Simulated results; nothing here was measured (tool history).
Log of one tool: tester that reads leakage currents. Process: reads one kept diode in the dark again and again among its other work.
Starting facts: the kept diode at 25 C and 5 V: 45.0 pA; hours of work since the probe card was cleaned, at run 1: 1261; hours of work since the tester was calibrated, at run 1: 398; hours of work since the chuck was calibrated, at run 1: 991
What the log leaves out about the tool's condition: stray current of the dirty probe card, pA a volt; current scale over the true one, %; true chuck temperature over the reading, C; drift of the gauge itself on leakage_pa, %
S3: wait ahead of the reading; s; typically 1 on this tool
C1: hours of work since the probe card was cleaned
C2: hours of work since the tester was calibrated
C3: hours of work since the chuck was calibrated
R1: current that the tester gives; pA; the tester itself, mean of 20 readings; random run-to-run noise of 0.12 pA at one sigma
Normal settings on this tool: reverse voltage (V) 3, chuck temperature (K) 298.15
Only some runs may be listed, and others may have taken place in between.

{"run": 1, "hour": 0.0, "reverse voltage (V)": 3, "chuck temperature (K)": 298.15, "S3": 1, "C1": 1261, "C2": 398, "C3": 991, "R1": 38.68}
{"run": 2, "hour": 26.7, "reverse voltage (V)": 3, "chuck temperature (K)": 298.15, "S3": 1, "C1": 1274, "C2": 411, "C3": 1004, "R1": 38.95}
{"run": 3, "hour": 44.4, "reverse voltage (V)": 3, "chuck temperature (K)": 298.15, "S3": 6.94, "C1": 1282, "C2": 419, "C3": 1012, "R1": 38.53}
{"run": 4, "hour": 71.8, "reverse voltage (V)": 3, "chuck temperature (K)": 298.15, "S3": 6.94, "C1": 1295, "C2": 432, "C3": 1025, "R1": 38.84}
{"run": 5, "hour": 112.0, "reverse voltage (V)": 3, "chuck temperature (K)": 298.15, "S3": 1, "C1": 1315, "C2": 451, "C3": 1045, "R1": 38.66}
{"run": 6, "hour": 143.9, "reverse voltage (V)": 6.3, "chuck temperature (K)": 319.15, "S3": 1.9, "C1": 1330, "C2": 467, "C3": 1060, "R1": 281.57}
{"run": 7, "hour": 178.7, "reverse voltage (V)": 9.03, "chuck temperature (K)": 298.15, "S3": 1.71, "C1": 1346, "C2": 483, "C3": 1076, "R1": 62.32}
{"run": 8, "hour": 203.2, "reverse voltage (V)": 9.03, "chuck temperature (K)": 298.15, "S3": 1.71, "C1": 1358, "C2": 495, "C3": 1088, "R1": 62.67}
{"run": 9, "hour": 223.0, "reverse voltage (V)": 9.03, "chuck temperature (K)": 325.15, "S3": 1.71, "C1": 1368, "C2": 504, "C3": 1098, "R1": 510.73}
{"run": 10, "hour": 244.0, "reverse voltage (V)": 1.46, "chuck temperature (K)": 316.15, "S3": 1.71, "C1": 1378, "C2": 515, "C3": 1108, "R1": 121.85}

Forecast each of these 4 alternatives for the next run:
{"run": "A", "hour": 266.9, "reverse voltage (V)": 1.46, "chuck temperature (K)": 331.15, "S3": 0.61, "C1": 1389, "C2": 525, "C3": 1119, "R1": "?"}
{"run": "B", "hour": 266.9, "reverse voltage (V)": 2.49, "chuck temperature (K)": 316.15, "S3": 6.47, "C1": 1389, "C2": 525, "C3": 1119, "R1": "?"}
{"run": "C", "hour": 266.9, "reverse voltage (V)": 12.34, "chuck temperature (K)": 298.15, "S3": 1, "C1": 1389, "C2": 525, "C3": 1119, "R1": "?"}
{"run": "D", "hour": 266.9, "reverse voltage (V)": 3, "chuck temperature (K)": 298.15, "S3": 2.68, "C1": 1389, "C2": 525, "C3": 1119, "R1": "?"}

run=A R1=359.19
run=B R1=152.42
run=C R1=72.53
run=D R1=38.78
Stripped of hidden state, with their random variation kept, the same runs would have yielded:
run=A R1=344.06
run=B R1=145.11
run=C R1=66.99
run=D R1=36.35
